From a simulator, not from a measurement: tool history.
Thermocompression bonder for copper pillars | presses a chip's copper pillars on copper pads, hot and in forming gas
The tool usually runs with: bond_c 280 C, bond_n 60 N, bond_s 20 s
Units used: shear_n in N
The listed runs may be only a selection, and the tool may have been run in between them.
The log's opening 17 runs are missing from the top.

run,day,bond_c,bond_n,bond_s,shear_n
18,13.388,256,66,23,48.4
19,14.421,280,60,46,80.7
20,15.442,280,60,46,80.7
21,15.908,279,60,46,79.8
22,16.7,279,60,51,83.1
23,17.358,279,60,51,82.6
24,18.312,279,46,15,40.5
25,18.875,279,60,15,52.8
# day 19.467: forming gas filter changed
26,19.712,280,38,16,35
27,20.275,280,38,16,34.8
28,21.154,280,38,16,34.9
29,21.833,280,38,16,35
30,22.392,265,60,20,48
31,23.5,265,60,20,48
32,24.029,265,60,20,48.1
33,24.912,280,60,11,47.4
34,25.638,290,60,12,56.8
35,26.446,280,47,39,61.9
36,27.267,280,47,24,50.9
# day 28.038: forming gas filter changed
37,28.279,272,81,24,75.1
38,28.867,280,55,25,60.3
39,29.45,280,55,25,60.5
40,30.421,280,55,25,61.1
41,31.142,256,74,25,56.6

Predict each of these 3 candidate next runs independently; none follows another, all start after run 41:
A,31.929,256,53,25,?
B,31.929,277,60,20,?
C,31.929,304,63,22,?

run,shear_n
A,39.6
B,57.3
C,87.2
Without the tool's hidden state the same runs would have given:
run,shear_n
A,39.6
B,57.3
C,87.3
